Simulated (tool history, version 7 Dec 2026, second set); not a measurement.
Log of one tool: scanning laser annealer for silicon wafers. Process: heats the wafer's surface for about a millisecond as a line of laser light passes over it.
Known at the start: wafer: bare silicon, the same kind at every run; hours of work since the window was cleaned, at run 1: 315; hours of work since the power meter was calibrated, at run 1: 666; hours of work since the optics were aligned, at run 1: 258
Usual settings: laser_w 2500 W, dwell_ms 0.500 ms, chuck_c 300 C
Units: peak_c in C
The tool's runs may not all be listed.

run,hour,laser_w,dwell_ms,chuck_c,hours of work since the window was cleaned,hours of work since the power meter was calibrated,hours of work since the optics were aligned,peak_c
1,0.0,2500,0.500,300,315,666,258,1043
2,35.5,2500,0.500,300,338,688,281,1043
3,100.1,2500,0.500,300,379,730,322,1042
4,168.6,2500,0.500,300,423,774,366,1040
5,224.0,2500,0.500,300,458,809,402,1036
6,287.7,2500,0.500,300,499,850,442,1033
7,356.0,2500,0.500,300,543,894,486,1037
# hour 362.9: laser's power meter calibrated
8,401.4,2500,0.500,289,570,25,513,1021
9,463.8,2500,0.500,289,610,65,553,1016
# hour 478.6: laser's power meter calibrated, once more
10,511.5,2500,0.500,321,639,21,582,1051
11,577.0,2669,0.583,269,681,63,624,1108
12,644.0,2539,0.361,333,723,106,667,968
# hour 666.1: window over the wafer cleaned
13,703.6,2690,0.361,337,24,143,704,1024
14,746.5,2690,0.361,337,51,170,731,1027
15,787.9,2690,0.361,337,78,197,758,1023
16,855.8,2721,0.385,264,121,240,801,977
17,890.5,2500,0.500,263,144,262,823,1010
18,942.4,2500,0.500,277,177,296,857,1022
19,1011.8,2734,0.487,321,221,340,901,1118

3 ways to go on from here, each from the tool as it stands after run 19. What would each give?
A,1074.9,2685,0.500,285,262,381,941,?
B,1074.9,2500,0.380,300,262,381,941,?
C,1074.9,2397,0.560,300,262,381,941,?

run,peak_c
A,1073
B,952
C,1048
Without the tool's hidden state the same runs would have given:
run,peak_c
A,1094
B,969
C,1068
